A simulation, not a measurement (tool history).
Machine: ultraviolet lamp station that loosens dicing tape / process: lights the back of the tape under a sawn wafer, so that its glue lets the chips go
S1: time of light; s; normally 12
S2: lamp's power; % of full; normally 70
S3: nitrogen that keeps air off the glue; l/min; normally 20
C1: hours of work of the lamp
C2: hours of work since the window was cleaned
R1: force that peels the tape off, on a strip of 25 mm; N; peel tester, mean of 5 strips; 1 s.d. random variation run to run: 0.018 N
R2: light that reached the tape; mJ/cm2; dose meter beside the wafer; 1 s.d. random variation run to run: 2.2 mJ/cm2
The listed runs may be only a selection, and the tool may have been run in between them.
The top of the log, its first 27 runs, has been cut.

{"run": 28, "hour": 547.1, "S1": 12, "S2": 83, "S3": 12, "C1": 808, "C2": 382, "R1": 1.986, "R2": 135}
{"run": 29, "hour": 567.8, "S1": 12, "S2": 83, "S3": 12, "C1": 825, "C2": 398, "R1": 1.928, "R2": 135}
{"run": 30, "hour": 589.6, "S1": 6, "S2": 60, "S3": 20, "C1": 842, "C2": 416, "R1": 4.011, "R2": 46}
{"run": 31, "hour": 616.1, "S1": 21, "S2": 88, "S3": 8, "C1": 863, "C2": 437, "R1": 1.04, "R2": 236}
{"run": 32, "hour": 637.0, "S1": 9, "S2": 94, "S3": 14, "C1": 880, "C2": 454, "R1": 2.385, "R2": 108}
{"hour": 641.5, "done": "window cleaned of glue's vapour"}
{"run": 33, "hour": 665.2, "S1": 9, "S2": 94, "S3": 14, "C1": 902, "C2": 19, "R1": 2.015, "R2": 123}
{"run": 34, "hour": 685.2, "S1": 9, "S2": 94, "S3": 14, "C1": 918, "C2": 35, "R1": 1.945, "R2": 126}
{"run": 35, "hour": 699.7, "S1": 12, "S2": 92, "S3": 20, "C1": 930, "C2": 46, "R1": 1.13, "R2": 161}
{"run": 36, "hour": 715.7, "S1": 13, "S2": 89, "S3": 8, "C1": 943, "C2": 59, "R1": 1.78, "R2": 167}
{"run": 37, "hour": 732.1, "S1": 18, "S2": 71, "S3": 40, "C1": 956, "C2": 72, "R1": 0.661, "R2": 182}
{"run": 38, "hour": 748.6, "S1": 18, "S2": 71, "S3": 40, "C1": 969, "C2": 85, "R1": 0.629, "R2": 178}
{"hour": 758.1, "done": "lamp changed"}
{"run": 39, "hour": 773.3, "S1": 18, "S2": 71, "S3": 40, "C1": 12, "C2": 104, "R1": 0.338, "R2": 278}
{"run": 40, "hour": 785.4, "S1": 18, "S2": 71, "S3": 40, "C1": 22, "C2": 114, "R1": 0.337, "R2": 275}
{"run": 41, "hour": 802.0, "S1": 17, "S2": 70, "S3": 20, "C1": 35, "C2": 127, "R1": 0.51, "R2": 256}
{"run": 42, "hour": 825.2, "S1": 12, "S2": 70, "S3": 17, "C1": 54, "C2": 146, "R1": 1.085, "R2": 176}

Predict each of these 4 candidate next runs independently; none follows another, all start after run 42:
{"run": "A", "hour": 838.1, "S1": 10, "S2": 72, "S3": 20, "C1": 64, "C2": 156, "R1": "?", "R2": "?"}
{"run": "B", "hour": 838.1, "S1": 12, "S2": 70, "S3": 35, "C1": 64, "C2": 156, "R1": "?", "R2": "?"}
{"run": "C", "hour": 838.1, "S1": 12, "S2": 75, "S3": 18, "C1": 64, "C2": 156, "R1": "?", "R2": "?"}
{"run": "D", "hour": 838.1, "S1": 16, "S2": 70, "S3": 17, "C1": 64, "C2": 156, "R1": "?", "R2": "?"}

run=A R1=1.321 R2=150
run=B R1=0.720 R2=173
run=C R1=0.934 R2=191
run=D R1=0.686 R2=230
Without the tool's unlogged condition, the same runs would have read:
run=A R1=1.133 R2=165
run=B R1=0.606 R2=191
run=C R1=0.790 R2=210
run=D R1=0.578 R2=254
